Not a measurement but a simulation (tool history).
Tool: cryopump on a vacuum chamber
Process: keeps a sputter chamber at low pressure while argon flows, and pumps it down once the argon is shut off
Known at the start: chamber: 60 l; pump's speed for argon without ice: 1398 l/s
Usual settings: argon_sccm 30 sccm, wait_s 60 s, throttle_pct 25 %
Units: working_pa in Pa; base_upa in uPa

| run | hour | argon_sccm | wait_s | throttle_pct | working_pa | base_upa |
|---|---|---|---|---|---|---|
| 1 | 0 | 30 | 60 | 25 | 0.1504 | 1.94 |
| 2 | 108 | 44 | 60 | 25 | 0.2224 | 1.95 |
| 3 | 198.2 | 44 | 60 | 25 | 0.2244 | 1.94 |
| 4 | 264 | 44 | 60 | 25 | 0.2259 | 2 |
| 5 | 338.2 | 30 | 60 | 44 | 0.0924 | 1.98 |
| 6 | 467.5 | 30 | 60 | 44 | 0.0944 | 2.06 |
|  | 550.5 | pump warmed up, emptied and cooled again |
| 7 | 583.3 | 30 | 60 | 44 | 0.0833 | 1.97 |
| 8 | 662.8 | 30 | 27 | 25 | 0.1487 | 3.64 |
| 9 | 780.6 | 30 | 60 | 15 | 0.2437 | 1.98 |
| 10 | 897.3 | 13 | 60 | 25 | 0.0647 | 2.01 |
| 11 | 984.3 | 30 | 60 | 25 | 0.1511 | 2.01 |
| 12 | 1040.9 | 30 | 105 | 25 | 0.1503 | 1.47 |
| 13 | 1124.7 | 20 | 60 | 25 | 0.1016 | 2.07 |
| 14 | 1224.2 | 30 | 60 | 25 | 0.1524 | 2.12 |
| 15 | 1329.8 | 18 | 60 | 25 | 0.0929 | 2.14 |
| 16 | 1418.8 | 30 | 60 | 25 | 0.1555 | 2.17 |
| 17 | 1531.8 | 30 | 60 | 25 | 0.1562 | 2.2 |
| 18 | 1598.9 | 56 | 86 | 24 | 0.3064 | 1.8 |
|  | 1634.4 | pump warmed up, emptied and cooled again |
| 19 | 1698.1 | 30 | 287 | 25 | 0.1465 | 0.98 |
| 20 | 1801.2 | 45 | 81 | 32 | 0.173 | 1.76 |
| 21 | 1917.5 | 15 | 134 | 30 | 0.062 | 1.31 |
| 22 | 2010 | 15 | 134 | 30 | 0.0625 | 1.44 |
| 23 | 2096.8 | 15 | 21 | 21 | 0.0889 | 4.74 |
| 24 | 2173.8 | 15 | 21 | 21 | 0.0894 | 4.88 |
| 25 | 2230.1 | 15 | 21 | 21 | 0.0906 | 5.07 |
| 26 | 2305.5 | 32 | 112 | 41 | 0.1025 | 1.63 |
| 27 | 2413.5 | 17 | 28 | 58 | 0.0411 | 3.89 |
| 28 | 2473.1 | 34 | 212 | 18 | 0.2393 | 1.32 |

3 ways to go on from here, each from the tool as it stands after run 28. What would each give?
| A | 2533.9 | 25 | 164 | 36 | ? | ? |
| B | 2533.9 | 34 | 212 | 18 | ? | ? |
| C | 2533.9 | 47 | 66 | 18 | ? | ? |

| run | working_pa | base_upa |
|---|---|---|
| A | 0.0944 | 1.49 |
| B | 0.2403 | 1.35 |
| C | 0.3318 | 2.23 |
Without the tool's hidden state the same runs would have given:
| run | working_pa | base_upa |
|---|---|---|
| A | 0.0849 | 0.74 |
| B | 0.2276 | 0.62 |
| C | 0.3143 | 1.49 |
